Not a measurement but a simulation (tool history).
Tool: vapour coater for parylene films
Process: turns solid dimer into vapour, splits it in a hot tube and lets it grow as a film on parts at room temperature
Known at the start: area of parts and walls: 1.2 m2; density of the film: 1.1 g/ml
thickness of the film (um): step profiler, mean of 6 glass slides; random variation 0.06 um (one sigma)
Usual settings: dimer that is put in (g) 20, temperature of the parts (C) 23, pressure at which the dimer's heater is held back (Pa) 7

run,hour,dimer that is put in (g),temperature of the parts (C),pressure at which the dimer's heater is held back (Pa),thickness of the film (um)
1,0,20,23,7,6.5
2,46.6,20,23,7,6.41
# hour 90.6: trap's valve overhauled
3,102.6,20,16,7,8.9
4,147,20,23,4.69,7.27
5,178.7,20,23,4.69,7.32
6,213.8,20,23,4.69,7.26
7,244,20,23,5.88,6.75
8,305.7,20,31,5.88,4.96
9,372.8,20,31,5.88,4.87
10,425.3,20,31,5.88,4.84
11,488.8,20,31,5.88,4.75
12,535.9,20,31,5.88,4.72
# hour 543.9: trap's valve overhauled
13,572.2,20,31,5.88,4.99
14,639.2,20,31,5.88,4.96
15,689.5,20,31,5.88,4.85
16,755.4,20,23,7,6.5
17,815.5,20,23,7,6.45
18,872.8,9,21,5.41,3.29
19,936.9,9,21,2.51,3.87
# hour 970.3: table's thermometer calibrated
20,970.8,20,26,7,5.98
# hour 997.9: trap's valve overhauled
21,1004.3,14,19,7.36,5.72
22,1050.1,16,30,7,4.1
23,1091.5,20,24,7,6.52
24,1157.6,33,29,7,8.82
25,1215.8,24,25,11.11,6.73
26,1245.5,13,17,4.15,6.22
27,1309.2,19,23,3.46,7.42
28,1364.6,19,23,3.46,7.35
29,1394.9,19,16,7.33,8.17
30,1431.5,36,22,2.82,15.11
# hour 1450: trap's valve overhauled
31,1486.8,26,23,7,8.75
32,1533.2,14,23,4.52,5.25

Forecast each of these 3 alternatives for the next run:
A,1562,20,20,3.51,?
B,1562,16,16,10.29,?
C,1562,16,16,7.38,?

run,thickness of the film (um)
A,9.14
B,6.64
C,7.12
Without the tool's hidden state the same runs would have given:
run,thickness of the film (um)
A,9.51
B,6.92
C,7.41

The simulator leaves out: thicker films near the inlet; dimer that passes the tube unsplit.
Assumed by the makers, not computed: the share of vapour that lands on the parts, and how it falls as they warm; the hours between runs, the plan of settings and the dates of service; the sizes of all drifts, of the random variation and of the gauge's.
